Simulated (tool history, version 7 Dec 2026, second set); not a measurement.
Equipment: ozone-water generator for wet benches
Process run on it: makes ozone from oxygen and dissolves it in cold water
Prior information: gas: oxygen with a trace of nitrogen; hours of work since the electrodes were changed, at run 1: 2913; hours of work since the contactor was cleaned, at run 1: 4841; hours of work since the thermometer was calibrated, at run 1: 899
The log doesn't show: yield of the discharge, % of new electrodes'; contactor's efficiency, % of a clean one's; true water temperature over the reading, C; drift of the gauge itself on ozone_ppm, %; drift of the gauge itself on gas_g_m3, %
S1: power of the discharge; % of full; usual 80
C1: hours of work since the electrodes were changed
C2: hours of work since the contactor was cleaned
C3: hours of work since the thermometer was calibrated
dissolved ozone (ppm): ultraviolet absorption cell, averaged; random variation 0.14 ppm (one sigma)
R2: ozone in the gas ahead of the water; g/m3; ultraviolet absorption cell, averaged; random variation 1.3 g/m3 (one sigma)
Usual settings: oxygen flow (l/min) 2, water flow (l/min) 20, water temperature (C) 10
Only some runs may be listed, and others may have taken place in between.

Run 1, hour 0: usual settings; C1 2913; C2 4841; C3 899. Result: dissolved ozone (ppm) 16.4, R2 249 g/m3.
Run 2, hour 130.9: usual settings; C1 3021; C2 4949; C3 1006. Result: dissolved ozone (ppm) 16.6, R2 249.9 g/m3.
Run 3, hour 283.4: usual settings; C1 3146; C2 5074; C3 1131. Result: dissolved ozone (ppm) 16.2, R2 246.8 g/m3.
Run 4, hour 421.3: usual settings but S1 47 % of full; C1 3259; C2 5187; C3 1245. Result: dissolved ozone (ppm) 11.5, R2 172.2 g/m3.
Run 5, hour 575.8: usual settings but S1 47 % of full; C1 3385; C2 5314; C3 1371. Result: dissolved ozone (ppm) 11.6, R2 172.1 g/m3.
Run 6, hour 653.1: usual settings but S1 47 % of full, water flow (l/min) 15; C1 3449; C2 5377; C3 1435. Result: dissolved ozone (ppm) 15.1, R2 171.9 g/m3.
Run 7, hour 773.7: usual settings but S1 47 % of full, water flow (l/min) 15; C1 3548; C2 5476; C3 1534. Result: dissolved ozone (ppm) 14.8, R2 171.2 g/m3.
Run 8, hour 915.9: usual settings; C1 3664; C2 5592; C3 1650. Result: dissolved ozone (ppm) 16.5, R2 246 g/m3.
Run 9, hour 1021.8: usual settings; C1 3751; C2 5679; C3 1737. Result: dissolved ozone (ppm) 16.6, R2 244.1 g/m3.
Run 10, hour 1174.9: usual settings; C1 3877; C2 5805; C3 1863. Result: dissolved ozone (ppm) 16.3, R2 242.1 g/m3.
At hour 1337.4: gauge calibrated.
Run 11, hour 1337.4: usual settings; C1 4010; C2 5938; C3 1996. Result: dissolved ozone (ppm) 16.7, R2 249.6 g/m3.
At hour 1433.4: contactor cleaned.
Run 12, hour 1484: usual settings; C1 4127; C2 41; C3 2113. Result: dissolved ozone (ppm) 16.8, R2 247.2 g/m3.
Run 13, hour 1551.9: usual settings but water flow (l/min) 25; C1 4183; C2 97; C3 2169. Result: dissolved ozone (ppm) 13.5, R2 249.6 g/m3.
Run 14, hour 1624.8: usual settings but water temperature (C) 11; C1 4243; C2 157; C3 2228. Result: dissolved ozone (ppm) 16.7, R2 247.4 g/m3.
Run 15, hour 1692.1: usual settings but water temperature (C) 11; C1 4298; C2 212; C3 2284. Result: dissolved ozone (ppm) 16.6, R2 249.6 g/m3.
Run 16, hour 1830.5: usual settings but water temperature (C) 11; C1 4411; C2 326; C3 2397. Result: dissolved ozone (ppm) 16.4, R2 248.7 g/m3.
Run 17, hour 1904.8: usual settings; C1 4472; C2 387; C3 2458. Result: dissolved ozone (ppm) 16.5, R2 247.7 g/m3.
Run 18, hour 1991: usual settings; C1 4543; C2 457; C3 2529. Result: dissolved ozone (ppm) 16.4, R2 246 g/m3.
Run 19, hour 2074.9: usual settings but S1 52 % of full, oxygen flow (l/min) 1.51, water flow (l/min) 15; C1 4612; C2 526; C3 2598. Result: dissolved ozone (ppm) 15, R2 214.4 g/m3.
Run 20, hour 2199.1: usual settings but S1 52 % of full, oxygen flow (l/min) 1.51, water flow (l/min) 15; C1 4714; C2 628; C3 2699. Result: dissolved ozone (ppm) 15.3, R2 215.8 g/m3.
Run 21, hour 2328.9: usual settings but water flow (l/min) 27, water temperature (C) 14; C1 4820; C2 735; C3 2806. Result: dissolved ozone (ppm) 12.1, R2 244 g/m3.
Run 22, hour 2394.3: usual settings but S1 55 % of full, oxygen flow (l/min) 1.9; C1 4874; C2 788; C3 2860. Result: dissolved ozone (ppm) 12.6, R2 194.7 g/m3.
Run 23, hour 2490.2: usual settings but S1 75 % of full, oxygen flow (l/min) 1.86, water flow (l/min) 27, water temperature (C) 12; C1 4952; C2 867; C3 2938. Result: dissolved ozone (ppm) 11.5, R2 243.5 g/m3.
Run 24, hour 2610.7: usual settings but S1 75 % of full, oxygen flow (l/min) 1.86, water flow (l/min) 27, water temperature (C) 12; C1 5051; C2 966; C3 3037. Result: dissolved ozone (ppm) 11.5, R2 243.4 g/m3.
Run 25, hour 2766.1: usual settings but water flow (l/min) 18, water temperature (C) 8; C1 5179; C2 1093; C3 3165. Result: dissolved ozone (ppm) 18.4, R2 244.5 g/m3.
Run 26, hour 2873.9: usual settings but S1 92 % of full, water flow (l/min) 18, water temperature (C) 9; C1 5267; C2 1182; C3 3253. Result: dissolved ozone (ppm) 20.2, R2 266 g/m3.
Run 27, hour 2994.9: usual settings but S1 60 % of full, oxygen flow (l/min) 1.52, water flow (l/min) 13; C1 5366; C2 1281; C3 3352. Result: dissolved ozone (ppm) 18.9, R2 231.5 g/m3.
Run 28, hour 3141.2: usual settings but oxygen flow (l/min) 2.47, water temperature (C) 9; C1 5486; C2 1401; C3 3472. Result: dissolved ozone (ppm) 17.4, R2 211.5 g/m3.
Run 29, hour 3288.6: usual settings but oxygen flow (l/min) 2.03, water flow (l/min) 14, water temperature (C) 9; C1 5607; C2 1522; C3 3593. Result: dissolved ozone (ppm) 23.3, R2 239.2 g/m3.
Run 30, hour 3392.9: usual settings but oxygen flow (l/min) 2.5, water flow (l/min) 14, water temperature (C) 8; C1 5693; C2 1607; C3 3679. Result: dissolved ozone (ppm) 24, R2 210.8 g/m3.
Run 31, hour 3521.1: usual settings but oxygen flow (l/min) 2.5, water flow (l/min) 18, water temperature (C) 5; C1 5798; C2 1712; C3 3784. Result: dissolved ozone (ppm) 19.8, R2 209.3 g/m3.
Run 32, hour 3594.3: usual settings but oxygen flow (l/min) 2.5, water flow (l/min) 18, water temperature (C) 5; C1 5858; C2 1772; C3 3844. Result: dissolved ozone (ppm) 19.9, R2 208.6 g/m3.
Run 33, hour 3668.4: usual settings but S1 89 % of full, oxygen flow (l/min) 2.22, water flow (l/min) 12; C1 5919; C2 1833; C3 3905. Result: dissolved ozone (ppm) 28.5, R2 240.1 g/m3.

A few steps of R2 between consecutive runs. Split each: what settings, incoming material and random variation would produce without the hidden state, and what is left over for the hidden state, along with gauge scatter present in only one of the two compared results (measured, and without hidden state):
Run 3 -> 4: S1 80 -> 47. R2 -74.6 g/m3: hidden state +0.1, all else -74.7.
Run 7 -> 8: S1 47 -> 80, water flow (l/min) 15 -> 20. R2 +74.8 g/m3: hidden state -2.2, all else +77.
Run 10 -> 11: gauge calibrated. R2 +7.5 g/m3: hidden state +6.3, all else +1.2.
Run 21 -> 22: S1 80 -> 55, oxygen flow (l/min) 2 -> 1.9, water flow (l/min) 27 -> 20, water temperature (C) 14 -> 10. R2 -49.3 g/m3: hidden state +1, all else -50.3.
Run 28 -> 29: oxygen flow (l/min) 2.47 -> 2.03, water flow (l/min) 20 -> 14. R2 +27.7 g/m3: hidden state -2.1, all else +29.8.
